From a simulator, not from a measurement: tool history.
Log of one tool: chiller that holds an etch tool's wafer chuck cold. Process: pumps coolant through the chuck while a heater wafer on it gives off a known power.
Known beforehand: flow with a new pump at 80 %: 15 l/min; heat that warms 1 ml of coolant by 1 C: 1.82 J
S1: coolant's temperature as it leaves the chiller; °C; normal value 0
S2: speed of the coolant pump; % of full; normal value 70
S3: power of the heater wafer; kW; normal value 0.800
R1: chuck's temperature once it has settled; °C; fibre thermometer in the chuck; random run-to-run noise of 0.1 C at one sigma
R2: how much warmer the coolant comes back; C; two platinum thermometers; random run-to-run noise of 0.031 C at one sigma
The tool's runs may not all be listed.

| run | hour | S1 | S2 | S3 | R1 | R2 |
|---|---|---|---|---|---|---|
| 1 | 0.0 | 0 | 70 | 0.800 | 7.6 | 2.37 |
| 2 | 166.8 | 0 | 70 | 0.800 | 7.5 | 2.39 |
| 3 | 271.4 | -5 | 70 | 0.800 | 2.8 | 2.32 |
|  | 410.0 | chiller's thermometer calibrated |
| 4 | 448.3 | -5 | 70 | 0.800 | 2.9 | 2.41 |
| 5 | 566.2 | 0 | 81 | 0.800 | 7.3 | 1.99 |
| 6 | 643.3 | 0 | 81 | 0.800 | 7.1 | 1.98 |
| 7 | 819.8 | 0 | 70 | 0.410 | 4.3 | 1.24 |
|  | 837.8 | chiller's thermometer calibrated, once more |
| 8 | 894.5 | 0 | 70 | 0.410 | 4.1 | 1.29 |
| 9 | 996.1 | 0 | 70 | 0.410 | 4.0 | 1.25 |
| 10 | 1142.5 | 0 | 70 | 0.410 | 4.1 | 1.25 |
| 11 | 1312.9 | 8 | 70 | 0.404 | 11.9 | 1.25 |
| 12 | 1495.1 | -8 | 70 | 0.580 | -2.1 | 1.74 |
| 13 | 1599.8 | 2 | 70 | 0.533 | 7.5 | 1.70 |
| 14 | 1708.6 | 9 | 70 | 0.801 | 17.3 | 2.51 |
| 15 | 1865.6 | 7 | 76 | 0.797 | 14.7 | 2.28 |

A few steps of R1 between consecutive runs. Split each: what settings, incoming material and random variation would produce without the hidden state, and what is left over for the hidden state, along with gauge scatter present in only one of the two compared results (measured, and without hidden state):
What the log doesn't record here: heat passed by the chuck's channels, % of clean ones'; flow at a given pump speed, % of a new pump's; coolant's true temperature over the reading, C; drift of the gauge itself on chuck_c, C; drift of the gauge itself on warmer_back_c, C.
Run 11 -> 12: S1 8 -> -8, S3 0.404 -> 0.580. R1 -14.0 °C: hidden state +0.4, all else -14.4.
Run 13 -> 14: S1 2 -> 9, S3 0.533 -> 0.801. R1 +9.8 °C: hidden state +0.5, all else +9.3.

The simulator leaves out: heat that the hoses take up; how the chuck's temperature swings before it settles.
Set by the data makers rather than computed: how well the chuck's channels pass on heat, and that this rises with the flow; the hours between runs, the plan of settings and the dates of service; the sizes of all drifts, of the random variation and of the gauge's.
